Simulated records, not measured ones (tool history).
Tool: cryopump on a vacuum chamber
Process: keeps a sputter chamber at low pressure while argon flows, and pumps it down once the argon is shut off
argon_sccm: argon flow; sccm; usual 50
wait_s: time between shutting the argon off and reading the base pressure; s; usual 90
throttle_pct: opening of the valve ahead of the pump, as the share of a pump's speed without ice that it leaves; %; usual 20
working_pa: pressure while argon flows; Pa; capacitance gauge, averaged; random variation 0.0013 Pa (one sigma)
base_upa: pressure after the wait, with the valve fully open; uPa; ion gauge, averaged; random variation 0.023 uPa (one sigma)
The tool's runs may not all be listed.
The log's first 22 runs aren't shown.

| run | hour | argon_sccm | wait_s | throttle_pct | working_pa | base_upa |
|---|---|---|---|---|---|---|
| 23 | 527.7 | 50 | 90 | 48 | 0.1416 | 2.25 |
| 24 | 550.3 | 24 | 79 | 25 | 0.1248 | 2.37 |
| 25 | 584 | 24 | 79 | 25 | 0.124 | 2.36 |
| 26 | 616 | 32 | 90 | 20 | 0.2062 | 2.24 |
| 27 | 632 | 29 | 78 | 20 | 0.1858 | 2.42 |
| 28 | 651.6 | 48 | 43 | 20 | 0.3115 | 3.14 |
| 29 | 670.5 | 24 | 57 | 29 | 0.1114 | 2.79 |
| 30 | 697.9 | 30 | 198 | 25 | 0.1576 | 2.24 |
| 31 | 729.8 | 100 | 27 | 25 | 0.5327 | 3.99 |
|  | 752.8 | pump warmed up, emptied and cooled again |
| 32 | 752.9 | 100 | 27 | 25 | 0.4837 | 3.41 |
| 33 | 779.6 | 100 | 27 | 16 | 0.7518 | 3.42 |
| 34 | 801 | 100 | 27 | 16 | 0.7534 | 3.52 |

Forecast each of these 3 alternatives for the next run:
| A | 831.1 | 50 | 90 | 16 | ? | ? |
| B | 831.1 | 69 | 269 | 37 | ? | ? |
| C | 831.1 | 73 | 127 | 33 | ? | ? |

| run | working_pa | base_upa |
|---|---|---|
| A | 0.3816 | 2.09 |
| B | 0.2266 | 1.73 |
| C | 0.2693 | 1.99 |
Without the tool's hidden state the same runs would have given:
| run | working_pa | base_upa |
|---|---|---|
| A | 0.379 | 0.77 |
| B | 0.223 | 0.41 |
| C | 0.2655 | 0.64 |
